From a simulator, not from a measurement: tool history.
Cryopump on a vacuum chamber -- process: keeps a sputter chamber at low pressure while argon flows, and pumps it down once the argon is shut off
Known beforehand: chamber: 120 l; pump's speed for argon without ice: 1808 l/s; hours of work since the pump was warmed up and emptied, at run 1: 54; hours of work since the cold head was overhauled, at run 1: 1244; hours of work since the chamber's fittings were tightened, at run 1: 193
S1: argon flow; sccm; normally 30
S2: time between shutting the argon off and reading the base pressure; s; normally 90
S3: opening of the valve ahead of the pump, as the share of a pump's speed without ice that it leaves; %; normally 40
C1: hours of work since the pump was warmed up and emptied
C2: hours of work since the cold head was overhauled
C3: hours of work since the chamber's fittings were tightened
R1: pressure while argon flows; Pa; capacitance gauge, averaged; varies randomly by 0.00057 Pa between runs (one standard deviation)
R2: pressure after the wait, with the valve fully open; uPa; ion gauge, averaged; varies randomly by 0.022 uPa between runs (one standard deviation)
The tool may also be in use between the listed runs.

{"run": 1, "hour": 0.0, "S1": 30, "S2": 90, "S3": 40, "C1": 54, "C2": 1244, "C3": 193, "R1": 0.0704, "R2": 0.86}
{"run": 2, "hour": 38.6, "S1": 30, "S2": 90, "S3": 40, "C1": 76, "C2": 1265, "C3": 215, "R1": 0.0726, "R2": 0.91}
{"run": 3, "hour": 67.9, "S1": 37, "S2": 90, "S3": 40, "C1": 92, "C2": 1281, "C3": 231, "R1": 0.0887, "R2": 0.91}
{"run": 4, "hour": 94.7, "S1": 37, "S2": 90, "S3": 40, "C1": 107, "C2": 1296, "C3": 246, "R1": 0.0894, "R2": 0.94}
{"run": 5, "hour": 148.0, "S1": 37, "S2": 90, "S3": 40, "C1": 136, "C2": 1326, "C3": 275, "R1": 0.0897, "R2": 0.96}
{"run": 6, "hour": 200.3, "S1": 37, "S2": 90, "S3": 40, "C1": 165, "C2": 1355, "C3": 304, "R1": 0.0898, "R2": 1.03}
{"run": 7, "hour": 244.8, "S1": 37, "S2": 90, "S3": 40, "C1": 190, "C2": 1380, "C3": 329, "R1": 0.0892, "R2": 1.08}
{"run": 8, "hour": 306.4, "S1": 37, "S2": 90, "S3": 40, "C1": 224, "C2": 1414, "C3": 363, "R1": 0.0909, "R2": 1.09}
{"run": 9, "hour": 353.2, "S1": 14, "S2": 90, "S3": 40, "C1": 250, "C2": 1440, "C3": 389, "R1": 0.0347, "R2": 1.16}
{"run": 10, "hour": 411.7, "S1": 30, "S2": 90, "S3": 40, "C1": 283, "C2": 1472, "C3": 422, "R1": 0.0737, "R2": 1.22}
{"run": 11, "hour": 465.2, "S1": 30, "S2": 90, "S3": 35, "C1": 312, "C2": 1502, "C3": 452, "R1": 0.0856, "R2": 1.26}
{"run": 12, "hour": 509.5, "S1": 30, "S2": 90, "S3": 35, "C1": 337, "C2": 1527, "C3": 476, "R1": 0.0848, "R2": 1.26}
{"run": 13, "hour": 560.7, "S1": 30, "S2": 90, "S3": 24, "C1": 365, "C2": 1555, "C3": 505, "R1": 0.1227, "R2": 1.34}
{"run": 14, "hour": 616.8, "S1": 23, "S2": 100, "S3": 17, "C1": 396, "C2": 1586, "C3": 536, "R1": 0.1326, "R2": 1.32}
{"run": 15, "hour": 671.2, "S1": 47, "S2": 100, "S3": 17, "C1": 427, "C2": 1616, "C3": 566, "R1": 0.2703, "R2": 1.41}
{"run": 16, "hour": 698.0, "S1": 47, "S2": 100, "S3": 17, "C1": 442, "C2": 1631, "C3": 581, "R1": 0.2704, "R2": 1.48}
{"run": 17, "hour": 751.6, "S1": 17, "S2": 191, "S3": 40, "C1": 471, "C2": 1661, "C3": 611, "R1": 0.0454, "R2": 1.29}
{"run": 18, "hour": 790.4, "S1": 46, "S2": 31, "S3": 32, "C1": 493, "C2": 1683, "C3": 632, "R1": 0.1473, "R2": 2.48}
{"run": 19, "hour": 822.0, "S1": 46, "S2": 31, "S3": 32, "C1": 510, "C2": 1700, "C3": 650, "R1": 0.1461, "R2": 2.54}
{"run": 20, "hour": 851.0, "S1": 46, "S2": 31, "S3": 32, "C1": 527, "C2": 1716, "C3": 666, "R1": 0.1465, "R2": 2.65}
{"run": 21, "hour": 887.4, "S1": 31, "S2": 31, "S3": 46, "C1": 547, "C2": 1736, "C3": 686, "R1": 0.0732, "R2": 2.64}
{"hour": 950.0, "done": "pump warmed up, emptied and cooled again"}
{"run": 22, "hour": 954.8, "S1": 29, "S2": 48, "S3": 30, "C1": 3, "C2": 1771, "C3": 721, "R1": 0.0908, "R2": 1.88}
{"run": 23, "hour": 988.1, "S1": 29, "S2": 48, "S3": 30, "C1": 21, "C2": 1790, "C3": 739, "R1": 0.0913, "R2": 1.85}

For each entry between runs, how does the tool's hidden state at the last listed run before it compare with that at the first listed run after it?
From run 21 to run 22: pump warmed up, emptied and cooled again (hour 950)
  pump's speed, % of a pump's without ice: 76.7 -> 99.7; cold plate's temperature, K: 12.9 -> 12.91; leak into the chamber, uPa l/s: 1634 -> 1704
  measured minus no-state result, R1: +0.0095 -> +0.0005 Pa; R2: +1.05 -> +0.8 uPa

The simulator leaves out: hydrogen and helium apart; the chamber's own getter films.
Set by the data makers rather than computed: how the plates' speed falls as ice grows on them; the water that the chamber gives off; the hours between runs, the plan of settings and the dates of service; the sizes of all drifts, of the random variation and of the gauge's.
